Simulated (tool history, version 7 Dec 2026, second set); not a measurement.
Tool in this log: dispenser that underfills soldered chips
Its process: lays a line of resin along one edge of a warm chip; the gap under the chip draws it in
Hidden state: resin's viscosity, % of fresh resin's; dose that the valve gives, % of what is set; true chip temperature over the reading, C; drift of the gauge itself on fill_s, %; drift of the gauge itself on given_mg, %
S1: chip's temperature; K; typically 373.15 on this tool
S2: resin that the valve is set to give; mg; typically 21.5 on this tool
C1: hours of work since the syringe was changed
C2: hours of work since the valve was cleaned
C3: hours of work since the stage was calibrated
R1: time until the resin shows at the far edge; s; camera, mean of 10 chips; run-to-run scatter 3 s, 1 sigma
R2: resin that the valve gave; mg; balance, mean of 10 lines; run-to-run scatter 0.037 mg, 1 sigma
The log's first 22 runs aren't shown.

run 23 day=3.862 | S1=359.15 S2=20.9 | C1=11 C2=42 C3=95 | R1=887.2 R2=20.58
-- day=3.896 new syringe of resin
run 24 day=4.021 | S1=365.15 S2=20.5 | C1=2 C2=45 C3=97 | R1=482.8 R2=20.13
run 25 day=4.188 | S1=386.15 S2=21.5 | C1=5 C2=48 C3=100 | R1=224.8 R2=21.07
run 26 day=4.317 | S1=362.15 S2=24.9 | C1=7 C2=50 C3=102 | R1=662.1 R2=24.43
run 27 day=4.471 | S1=367.15 S2=19.3 | C1=10 C2=52 C3=105 | R1=610 R2=18.87
-- day=4.554 new syringe of resin
run 28 day=4.638 | S1=381.15 S2=24.7 | C1=1 C2=55 C3=107 | R1=228.8 R2=24.1
run 29 day=4.858 | S1=381.15 S2=24.7 | C1=5 C2=59 C3=111 | R1=264.2 R2=24.05
-- day=5.046 dispensing valve cleaned and set on the balance
run 30 day=5.1 | S1=381.15 S2=24.7 | C1=9 C2=1 C3=115 | R1=309.6 R2=24.64
-- day=5.246 new syringe of resin
run 31 day=5.292 | S1=377.15 S2=26 | C1=1 C2=4 C3=118 | R1=269.3 R2=25.81
run 32 day=5.504 | S1=387.15 S2=19 | C1=4 C2=8 C3=121 | R1=210.2 R2=18.88
run 33 day=5.608 | S1=360.15 S2=20.9 | C1=6 C2=9 C3=123 | R1=702.9 R2=20.73
run 34 day=5.85 | S1=373.15 S2=18.4 | C1=10 C2=13 C3=127 | R1=494.5 R2=18.27
-- day=5.9 new syringe of resin
run 35 day=6.029 | S1=373.15 S2=25.5 | C1=2 C2=16 C3=130 | R1=345.7 R2=25.26
run 36 day=6.158 | S1=373.15 S2=25.5 | C1=4 C2=19 C3=132 | R1=366.7 R2=25.16

Alternative continuations, all from the tool just after run 36; predict every row:
run A day=6.354 | S1=376.15 S2=18.4 | C1=8 C2=22 C3=135 | R1=? R2=?
run B day=6.354 | S1=375.15 S2=21.5 | C1=8 C2=22 C3=135 | R1=? R2=?
run C day=6.354 | S1=386.15 S2=20 | C1=8 C2=22 C3=135 | R1=? R2=?
run D day=6.354 | S1=359.15 S2=27.7 | C1=8 C2=22 C3=135 | R1=? R2=?

run=A R1=394 R2=18.12
run=B R1=396.3 R2=21.24
run=C R1=252.1 R2=19.74
run=D R1=796.8 R2=27.36
With no hidden state in the tool, these same runs would have given:
run=A R1=274.1 R2=18.38
run=B R1=276.2 R2=21.53
run=C R1=176 R2=20.01
run=D R1=554.4 R2=27.74
